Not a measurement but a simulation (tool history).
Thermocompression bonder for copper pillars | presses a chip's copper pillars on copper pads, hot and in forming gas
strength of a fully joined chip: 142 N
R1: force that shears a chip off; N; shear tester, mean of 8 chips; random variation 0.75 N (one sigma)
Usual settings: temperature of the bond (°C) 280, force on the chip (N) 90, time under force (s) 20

run 1 hour=0.0 | temperature_of_the_bond_(°C)=280 force_on_the_chip_(N)=90 time_under_force_(s)=20 | R1=56.4
run 2 hour=28.1 | temperature_of_the_bond_(°C)=280 force_on_the_chip_(N)=90 time_under_force_(s)=20 | R1=56.6
run 3 hour=56.3 | temperature_of_the_bond_(°C)=280 force_on_the_chip_(N)=90 time_under_force_(s)=20 | R1=55.5
run 4 hour=100.4 | temperature_of_the_bond_(°C)=280 force_on_the_chip_(N)=90 time_under_force_(s)=20 | R1=56.2
run 5 hour=159.8 | temperature_of_the_bond_(°C)=280 force_on_the_chip_(N)=90 time_under_force_(s)=20 | R1=56.8
run 6 hour=211.2 | temperature_of_the_bond_(°C)=280 force_on_the_chip_(N)=90 time_under_force_(s)=41 | R1=72.1
-- hour=230.8 forming gas filter changed
run 7 hour=267.9 | temperature_of_the_bond_(°C)=280 force_on_the_chip_(N)=90 time_under_force_(s)=41 | R1=72.2
run 8 hour=296.6 | temperature_of_the_bond_(°C)=306 force_on_the_chip_(N)=90 time_under_force_(s)=20 | R1=75.1
run 9 hour=337.8 | temperature_of_the_bond_(°C)=280 force_on_the_chip_(N)=90 time_under_force_(s)=20 | R1=56.0
run 10 hour=389.6 | temperature_of_the_bond_(°C)=280 force_on_the_chip_(N)=90 time_under_force_(s)=13 | R1=46.3
run 11 hour=429.9 | temperature_of_the_bond_(°C)=280 force_on_the_chip_(N)=90 time_under_force_(s)=13 | R1=46.3
run 12 hour=466.3 | temperature_of_the_bond_(°C)=280 force_on_the_chip_(N)=90 time_under_force_(s)=13 | R1=47.8
run 13 hour=494.4 | temperature_of_the_bond_(°C)=280 force_on_the_chip_(N)=90 time_under_force_(s)=13 | R1=47.4
run 14 hour=553.2 | temperature_of_the_bond_(°C)=280 force_on_the_chip_(N)=90 time_under_force_(s)=13 | R1=47.2
run 15 hour=579.9 | temperature_of_the_bond_(°C)=280 force_on_the_chip_(N)=90 time_under_force_(s)=13 | R1=48.5
run 16 hour=612.6 | temperature_of_the_bond_(°C)=280 force_on_the_chip_(N)=90 time_under_force_(s)=44 | R1=74.9
-- hour=618.6 forming gas filter changed
run 17 hour=647.6 | temperature_of_the_bond_(°C)=280 force_on_the_chip_(N)=85 time_under_force_(s)=20 | R1=52.7
run 18 hour=682.8 | temperature_of_the_bond_(°C)=277 force_on_the_chip_(N)=90 time_under_force_(s)=20 | R1=53.1
run 19 hour=724.8 | temperature_of_the_bond_(°C)=277 force_on_the_chip_(N)=90 time_under_force_(s)=20 | R1=52.2
run 20 hour=755.4 | temperature_of_the_bond_(°C)=277 force_on_the_chip_(N)=90 time_under_force_(s)=20 | R1=52.6
run 21 hour=802.8 | temperature_of_the_bond_(°C)=277 force_on_the_chip_(N)=90 time_under_force_(s)=20 | R1=54.7
run 22 hour=832.9 | temperature_of_the_bond_(°C)=280 force_on_the_chip_(N)=77 time_under_force_(s)=24 | R1=51.7
run 23 hour=865.8 | temperature_of_the_bond_(°C)=280 force_on_the_chip_(N)=77 time_under_force_(s)=24 | R1=50.4
run 24 hour=912.6 | temperature_of_the_bond_(°C)=290 force_on_the_chip_(N)=73 time_under_force_(s)=38 | R1=65.0
run 25 hour=945.8 | temperature_of_the_bond_(°C)=290 force_on_the_chip_(N)=73 time_under_force_(s)=38 | R1=62.6
run 26 hour=996.6 | temperature_of_the_bond_(°C)=280 force_on_the_chip_(N)=71 time_under_force_(s)=47 | R1=59.2
-- hour=1006.0 forming gas filter changed
run 27 hour=1035.5 | temperature_of_the_bond_(°C)=280 force_on_the_chip_(N)=90 time_under_force_(s)=55 | R1=80.6
run 28 hour=1094.4 | temperature_of_the_bond_(°C)=280 force_on_the_chip_(N)=90 time_under_force_(s)=55 | R1=80.2
run 29 hour=1142.7 | temperature_of_the_bond_(°C)=289 force_on_the_chip_(N)=63 time_under_force_(s)=25 | R1=46.1
run 30 hour=1196.4 | temperature_of_the_bond_(°C)=280 force_on_the_chip_(N)=68 time_under_force_(s)=16 | R1=36.4
run 31 hour=1250.9 | temperature_of_the_bond_(°C)=308 force_on_the_chip_(N)=61 time_under_force_(s)=19 | R1=49.3
run 32 hour=1282.8 | temperature_of_the_bond_(°C)=257 force_on_the_chip_(N)=67 time_under_force_(s)=55 | R1=45.4
-- hour=1297.3 heater calibrated with a thermocouple chip
run 33 hour=1336.5 | temperature_of_the_bond_(°C)=267 force_on_the_chip_(N)=94 time_under_force_(s)=30 | R1=58.2
run 34 hour=1387.0 | temperature_of_the_bond_(°C)=290 force_on_the_chip_(N)=111 time_under_force_(s)=23 | R1=78.8
-- hour=1394.4 forming gas filter changed
run 35 hour=1421.0 | temperature_of_the_bond_(°C)=290 force_on_the_chip_(N)=101 time_under_force_(s)=17 | R1=66.4
run 36 hour=1465.2 | temperature_of_the_bond_(°C)=276 force_on_the_chip_(N)=65 time_under_force_(s)=18 | R1=36.2
run 37 hour=1508.7 | temperature_of_the_bond_(°C)=289 force_on_the_chip_(N)=90 time_under_force_(s)=17 | R1=57.9
run 38 hour=1550.1 | temperature_of_the_bond_(°C)=256 force_on_the_chip_(N)=127 time_under_force_(s)=11 | R1=47.6
run 39 hour=1602.0 | temperature_of_the_bond_(°C)=287 force_on_the_chip_(N)=127 time_under_force_(s)=23 | R1=88.2

Forecast each of these 5 alternatives for the next run:
run A hour=1643.2 | temperature_of_the_bond_(°C)=288 force_on_the_chip_(N)=109 time_under_force_(s)=23 | R1=?
run B hour=1643.2 | temperature_of_the_bond_(°C)=287 force_on_the_chip_(N)=126 time_under_force_(s)=31 | R1=?
run C hour=1643.2 | temperature_of_the_bond_(°C)=287 force_on_the_chip_(N)=90 time_under_force_(s)=10 | R1=?
run D hour=1643.2 | temperature_of_the_bond_(°C)=288 force_on_the_chip_(N)=103 time_under_force_(s)=25 | R1=?
run E hour=1643.2 | temperature_of_the_bond_(°C)=305 force_on_the_chip_(N)=90 time_under_force_(s)=20 | R1=?

run=A R1=76.6
run=B R1=93.1
run=C R1=45.5
run=D R1=74.3
run=E R1=73.6
Without the tool's hidden state the same runs would have given:
run=A R1=77.0
run=B R1=93.6
run=C R1=45.8
run=D R1=74.7
run=E R1=74.0

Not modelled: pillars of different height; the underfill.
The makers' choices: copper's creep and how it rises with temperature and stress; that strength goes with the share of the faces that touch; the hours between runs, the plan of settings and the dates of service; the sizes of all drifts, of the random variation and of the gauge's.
